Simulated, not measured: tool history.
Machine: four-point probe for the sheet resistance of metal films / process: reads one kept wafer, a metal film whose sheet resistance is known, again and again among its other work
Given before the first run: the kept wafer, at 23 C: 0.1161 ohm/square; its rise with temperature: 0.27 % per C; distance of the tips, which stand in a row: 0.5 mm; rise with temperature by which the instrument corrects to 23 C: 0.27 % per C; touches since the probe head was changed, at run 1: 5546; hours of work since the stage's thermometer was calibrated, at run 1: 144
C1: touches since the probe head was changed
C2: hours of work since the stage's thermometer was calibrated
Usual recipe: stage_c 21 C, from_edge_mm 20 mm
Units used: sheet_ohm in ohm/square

{"run": 1, "hour": 0.0, "stage_c": 21, "from_edge_mm": 20, "C1": 5546, "C2": 144, "sheet_ohm": 0.116162}
{"run": 2, "hour": 22.6, "stage_c": 33, "from_edge_mm": 20, "C1": 6372, "C2": 155, "sheet_ohm": 0.116119}
{"run": 3, "hour": 44.9, "stage_c": 21, "from_edge_mm": 26, "C1": 7187, "C2": 167, "sheet_ohm": 0.116091}
{"run": 4, "hour": 57.7, "stage_c": 21, "from_edge_mm": 26, "C1": 7654, "C2": 173, "sheet_ohm": 0.116081}
{"run": 5, "hour": 78.7, "stage_c": 21, "from_edge_mm": 55, "C1": 8423, "C2": 184, "sheet_ohm": 0.116084}
{"run": 6, "hour": 95.2, "stage_c": 21, "from_edge_mm": 55, "C1": 9025, "C2": 193, "sheet_ohm": 0.116087}
{"run": 7, "hour": 116.2, "stage_c": 21, "from_edge_mm": 55, "C1": 9793, "C2": 203, "sheet_ohm": 0.116077}
{"run": 8, "hour": 131.9, "stage_c": 21, "from_edge_mm": 20, "C1": 10365, "C2": 212, "sheet_ohm": 0.116132}
{"run": 9, "hour": 151.1, "stage_c": 21, "from_edge_mm": 20, "C1": 11068, "C2": 221, "sheet_ohm": 0.116188}
{"run": 10, "hour": 175.4, "stage_c": 30, "from_edge_mm": 59, "C1": 11956, "C2": 234, "sheet_ohm": 0.11607}
{"run": 11, "hour": 192.8, "stage_c": 22, "from_edge_mm": 59, "C1": 12592, "C2": 243, "sheet_ohm": 0.116098}
{"run": 12, "hour": 207.5, "stage_c": 31, "from_edge_mm": 20, "C1": 13128, "C2": 250, "sheet_ohm": 0.116153}
{"run": 13, "hour": 236.7, "stage_c": 31, "from_edge_mm": 20, "C1": 14196, "C2": 265, "sheet_ohm": 0.116147}
{"run": 14, "hour": 253.8, "stage_c": 31, "from_edge_mm": 20, "C1": 14822, "C2": 274, "sheet_ohm": 0.116174}
{"run": 15, "hour": 285.3, "stage_c": 34, "from_edge_mm": 20, "C1": 15971, "C2": 290, "sheet_ohm": 0.116182}
{"run": 16, "hour": 305.0, "stage_c": 21, "from_edge_mm": 51, "C1": 16690, "C2": 301, "sheet_ohm": 0.116113}

Each row is a separate what-if for the run after 16, all from the same tool condition, not one after another. Results?
{"run": "A", "hour": 322.2, "stage_c": 23, "from_edge_mm": 43, "C1": 17318, "C2": 309, "sheet_ohm": "?"}
{"run": "B", "hour": 322.2, "stage_c": 21, "from_edge_mm": 7, "C1": 17318, "C2": 309, "sheet_ohm": "?"}
{"run": "C", "hour": 322.2, "stage_c": 33, "from_edge_mm": 4, "C1": 17318, "C2": 309, "sheet_ohm": "?"}
{"run": "D", "hour": 322.2, "stage_c": 21, "from_edge_mm": 8, "C1": 17318, "C2": 309, "sheet_ohm": "?"}
{"run": "E", "hour": 322.2, "stage_c": 19, "from_edge_mm": 51, "C1": 17318, "C2": 309, "sheet_ohm": "?"}

run=A sheet_ohm=0.11609
run=B sheet_ohm=0.1164
run=C sheet_ohm=0.117075
run=D sheet_ohm=0.116368
run=E sheet_ohm=0.116106
The same runs, with their run-to-run variation unchanged, on a tool lacking any hidden condition would have given:
run=A sheet_ohm=0.116092
run=B sheet_ohm=0.116402
run=C sheet_ohm=0.117077
run=D sheet_ohm=0.116369
run=E sheet_ohm=0.116107

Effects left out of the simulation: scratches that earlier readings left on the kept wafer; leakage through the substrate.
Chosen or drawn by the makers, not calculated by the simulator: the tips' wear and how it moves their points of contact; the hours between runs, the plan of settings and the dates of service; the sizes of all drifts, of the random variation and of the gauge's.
